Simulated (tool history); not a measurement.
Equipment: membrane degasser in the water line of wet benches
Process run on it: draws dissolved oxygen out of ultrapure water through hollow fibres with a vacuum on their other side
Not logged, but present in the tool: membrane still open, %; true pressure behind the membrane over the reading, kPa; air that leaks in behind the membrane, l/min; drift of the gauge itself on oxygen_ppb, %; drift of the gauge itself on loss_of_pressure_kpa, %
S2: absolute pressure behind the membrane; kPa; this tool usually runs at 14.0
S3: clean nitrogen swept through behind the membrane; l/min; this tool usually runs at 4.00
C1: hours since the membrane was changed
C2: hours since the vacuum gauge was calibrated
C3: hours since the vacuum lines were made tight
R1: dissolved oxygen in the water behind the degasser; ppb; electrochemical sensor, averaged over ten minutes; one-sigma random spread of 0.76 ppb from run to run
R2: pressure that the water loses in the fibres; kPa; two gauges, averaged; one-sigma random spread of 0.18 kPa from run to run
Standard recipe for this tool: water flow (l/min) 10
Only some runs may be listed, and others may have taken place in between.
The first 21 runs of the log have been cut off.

run 22 hour=2900.2 | water_flow_(l/min)=7 S2=10.2 S3=4.00 | C1=9254 C2=5290 C3=1524 | R1=32.9 R2=22.85
run 23 hour=3067.8 | water_flow_(l/min)=7 S2=10.2 S3=4.00 | C1=9422 C2=5458 C3=1692 | R1=32.5 R2=23.11
run 24 hour=3244.0 | water_flow_(l/min)=12 S2=24.8 S3=4.00 | C1=9598 C2=5634 C3=1868 | R1=171.2 R2=39.72
run 25 hour=3339.0 | water_flow_(l/min)=12 S2=24.8 S3=4.00 | C1=9693 C2=5729 C3=1963 | R1=170.0 R2=39.78
run 26 hour=3473.6 | water_flow_(l/min)=10 S2=25.8 S3=4.51 | C1=9828 C2=5863 C3=2098 | R1=127.0 R2=33.09
run 27 hour=3569.5 | water_flow_(l/min)=13 S2=20.9 S3=3.32 | C1=9923 C2=5959 C3=2194 | R1=183.8 R2=43.11
run 28 hour=3727.5 | water_flow_(l/min)=7 S2=8.7 S3=1.96 | C1=10081 C2=6117 C3=2352 | R1=51.4 R2=22.98
run 29 hour=3857.3 | water_flow_(l/min)=14 S2=14.0 S3=7.32 | C1=10211 C2=6247 C3=2482 | R1=67.6 R2=46.15
run 30 hour=4024.5 | water_flow_(l/min)=10 S2=14.0 S3=1.97 | C1=10378 C2=6414 C3=2649 | R1=139.8 R2=33.75
run 31 hour=4130.8 | water_flow_(l/min)=10 S2=23.0 S3=8.56 | C1=10485 C2=6520 C3=2755 | R1=63.7 R2=33.05
run 32 hour=4257.8 | water_flow_(l/min)=10 S2=31.3 S3=3.01 | C1=10612 C2=6647 C3=2882 | R1=235.4 R2=33.35

3 options for the next run, each taken on its own from the tool as it stands now. Forecast them:
run A hour=4344.5 | water_flow_(l/min)=8 S2=25.0 S3=4.00 | C1=10698 C2=6734 C3=2969 | R1=? R2=?
run B hour=4344.5 | water_flow_(l/min)=10 S2=26.8 S3=9.68 | C1=10698 C2=6734 C3=2969 | R1=? R2=?
run C hour=4344.5 | water_flow_(l/min)=7 S2=12.4 S3=3.19 | C1=10698 C2=6734 C3=2969 | R1=? R2=?

run=A R1=111.9 R2=26.45
run=B R1=66.7 R2=33.18
run=C R1=52.6 R2=23.39
Had the tool no hidden state, the same runs would have come out as:
run=A R1=109.2 R2=24.99
run=B R1=64.0 R2=31.35
run=C R1=50.5 R2=22.11

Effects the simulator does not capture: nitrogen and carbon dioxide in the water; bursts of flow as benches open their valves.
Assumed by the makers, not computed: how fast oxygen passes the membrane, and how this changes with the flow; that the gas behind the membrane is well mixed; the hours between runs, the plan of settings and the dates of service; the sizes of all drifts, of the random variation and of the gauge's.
